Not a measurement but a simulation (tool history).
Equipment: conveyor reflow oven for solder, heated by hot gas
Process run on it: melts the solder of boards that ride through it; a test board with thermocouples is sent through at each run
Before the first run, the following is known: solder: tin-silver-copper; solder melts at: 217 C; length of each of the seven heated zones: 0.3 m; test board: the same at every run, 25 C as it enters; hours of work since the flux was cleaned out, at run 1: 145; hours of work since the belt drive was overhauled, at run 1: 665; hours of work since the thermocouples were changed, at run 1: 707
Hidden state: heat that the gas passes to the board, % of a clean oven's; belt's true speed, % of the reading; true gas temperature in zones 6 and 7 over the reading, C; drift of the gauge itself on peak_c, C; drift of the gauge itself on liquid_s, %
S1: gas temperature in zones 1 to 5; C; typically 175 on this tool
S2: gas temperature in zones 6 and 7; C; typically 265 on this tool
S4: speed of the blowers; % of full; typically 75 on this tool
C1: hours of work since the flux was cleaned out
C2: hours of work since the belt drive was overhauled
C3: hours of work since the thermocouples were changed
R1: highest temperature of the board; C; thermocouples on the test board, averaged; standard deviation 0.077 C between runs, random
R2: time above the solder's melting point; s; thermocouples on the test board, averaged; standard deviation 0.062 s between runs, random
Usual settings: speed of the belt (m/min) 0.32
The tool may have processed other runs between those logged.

run 1 day=0 | S1=175 S2=265 speed_of_the_belt_(m/min)=0.32 S4=75 | C1=145 C2=665 C3=707 | R1=252.92 R2=89.66
-- day=0.658 thermocouples of zones 6 and 7 changed
-- day=1.367 flux residue cleaned out of gas plates and filters
run 2 day=3.233 | S1=175 S2=265 speed_of_the_belt_(m/min)=0.32 S4=75 | C1=29 C2=710 C3=37 | R1=254.08 R2=90.65
-- day=5.633 belt drive overhauled, speed set with a stopwatch
run 3 day=6.333 | S1=175 S2=265 speed_of_the_belt_(m/min)=0.32 S4=75 | C1=74 C2=11 C3=82 | R1=253.24 R2=87.74
run 4 day=8.242 | S1=175 S2=265 speed_of_the_belt_(m/min)=0.32 S4=75 | C1=104 C2=40 C3=112 | R1=253.09 R2=87.63
run 5 day=10.325 | S1=175 S2=265 speed_of_the_belt_(m/min)=0.32 S4=75 | C1=136 C2=73 C3=144 | R1=252.96 R2=87.57
-- day=12.079 flux residue cleaned out of gas plates and filters
run 6 day=13.2 | S1=175 S2=265 speed_of_the_belt_(m/min)=0.32 S4=75 | C1=17 C2=114 C3=185 | R1=254.15 R2=89.45
run 7 day=15.554 | S1=175 S2=265 speed_of_the_belt_(m/min)=0.32 S4=75 | C1=54 C2=150 C3=222 | R1=253.98 R2=89.42
run 8 day=17.392 | S1=175 S2=265 speed_of_the_belt_(m/min)=0.32 S4=55 | C1=82 C2=179 C3=250 | R1=250.37 R2=83.85
-- day=19.171 flux residue cleaned out of gas plates and filters, once more
run 9 day=21.496 | S1=175 S2=265 speed_of_the_belt_(m/min)=0.303 S4=75 | C1=36 C2=239 C3=310 | R1=255.03 R2=96.17
run 10 day=23.908 | S1=175 S2=265 speed_of_the_belt_(m/min)=0.303 S4=75 | C1=73 C2=277 C3=348 | R1=254.95 R2=96.07
run 11 day=25.546 | S1=175 S2=265 speed_of_the_belt_(m/min)=0.32 S4=58 | C1=99 C2=302 C3=373 | R1=250.44 R2=84.69
-- day=29.696 flux residue cleaned out of gas plates and filters
run 12 day=29.696 | S1=175 S2=265 speed_of_the_belt_(m/min)=0.32 S4=58 | C1=0 C2=363 C3=434 | R1=250.93 R2=85.38
run 13 day=33.392 | S1=175 S2=265 speed_of_the_belt_(m/min)=0.32 S4=58 | C1=57 C2=420 C3=491 | R1=250.51 R2=85.3
run 14 day=35.112 | S1=175 S2=265 speed_of_the_belt_(m/min)=0.32 S4=77 | C1=84 C2=447 C3=518 | R1=253.49 R2=89.92
run 15 day=37.392 | S1=175 S2=265 speed_of_the_belt_(m/min)=0.32 S4=77 | C1=119 C2=482 C3=553 | R1=253.63 R2=89.81
-- day=40.317 flux residue cleaned out of gas plates and filters
run 16 day=41.079 | S1=163 S2=265 speed_of_the_belt_(m/min)=0.356 S4=77 | C1=12 C2=536 C3=607 | R1=249.43 R2=70.43
run 17 day=45.017 | S1=163 S2=265 speed_of_the_belt_(m/min)=0.356 S4=77 | C1=73 C2=597 C3=668 | R1=249.06 R2=70.23
-- day=47.983 thermocouples of zones 6 and 7 changed
run 18 day=48.825 | S1=163 S2=265 speed_of_the_belt_(m/min)=0.356 S4=77 | C1=130 C2=655 C3=13 | R1=251.14 R2=72.35
-- day=50.988 flux residue cleaned out of gas plates and filters
run 19 day=52.433 | S1=165 S2=265 speed_of_the_belt_(m/min)=0.356 S4=74 | C1=22 C2=707 C3=66 | R1=251.14 R2=73.21
run 20 day=54.6 | S1=165 S2=266 speed_of_the_belt_(m/min)=0.356 S4=74 | C1=56 C2=741 C3=99 | R1=251.93 R2=73.93
-- day=54.942 belt drive overhauled, speed set with a stopwatch
run 21 day=57.496 | S1=165 S2=266 speed_of_the_belt_(m/min)=0.356 S4=74 | C1=98 C2=40 C3=141 | R1=251.15 R2=71.72
run 22 day=60.962 | S1=165 S2=266 speed_of_the_belt_(m/min)=0.356 S4=74 | C1=152 C2=93 C3=195 | R1=250.81 R2=71.43
-- day=61.783 flux residue cleaned out of gas plates and filters
run 23 day=63.108 | S1=165 S2=266 speed_of_the_belt_(m/min)=0.356 S4=74 | C1=21 C2=123 C3=225 | R1=251.28 R2=72.2
run 24 day=66.45 | S1=160 S2=261 speed_of_the_belt_(m/min)=0.373 S4=74 | C1=72 C2=175 C3=277 | R1=244.22 R2=58.97
run 25 day=68.812 | S1=164 S2=261 speed_of_the_belt_(m/min)=0.373 S4=69 | C1=109 C2=212 C3=313 | R1=243.81 R2=59.44
run 26 day=70.483 | S1=189 S2=253 speed_of_the_belt_(m/min)=0.32 S4=75 | C1=135 C2=237 C3=339 | R1=245.02 R2=89.48
-- day=72.417 flux residue cleaned out of gas plates and filters
run 27 day=73.717 | S1=173 S2=275 speed_of_the_belt_(m/min)=0.313 S4=75 | C1=20 C2=284 C3=386 | R1=264.15 R2=99.47
run 28 day=75.721 | S1=173 S2=275 speed_of_the_belt_(m/min)=0.313 S4=75 | C1=51 C2=315 C3=417 | R1=264.19 R2=99.41
run 29 day=78.858 | S1=183 S2=265 speed_of_the_belt_(m/min)=0.32 S4=56 | C1=100 C2=364 C3=466 | R1=252.28 R2=91.36

Here are 3 independent what-if runs from the current tool condition. What would each one return?
run A day=82.55 | S1=175 S2=265 speed_of_the_belt_(m/min)=0.265 S4=75 | C1=157 C2=421 C3=523 | R1=? R2=?
run B day=82.55 | S1=175 S2=265 speed_of_the_belt_(m/min)=0.347 S4=82 | C1=157 C2=421 C3=523 | R1=? R2=?
run C day=82.55 | S1=186 S2=276 speed_of_the_belt_(m/min)=0.32 S4=74 | C1=157 C2=421 C3=523 | R1=? R2=?

run=A R1=257.72 R2=115.41
run=B R1=252.95 R2=81.79
run=C R1=265.49 R2=104.74
Stripped of hidden state, with their random variation kept, the same runs would have yielded:
run=A R1=258.73 R2=114.93
run=B R1=254.03 R2=81.81
run=C R1=266.51 R2=104.1
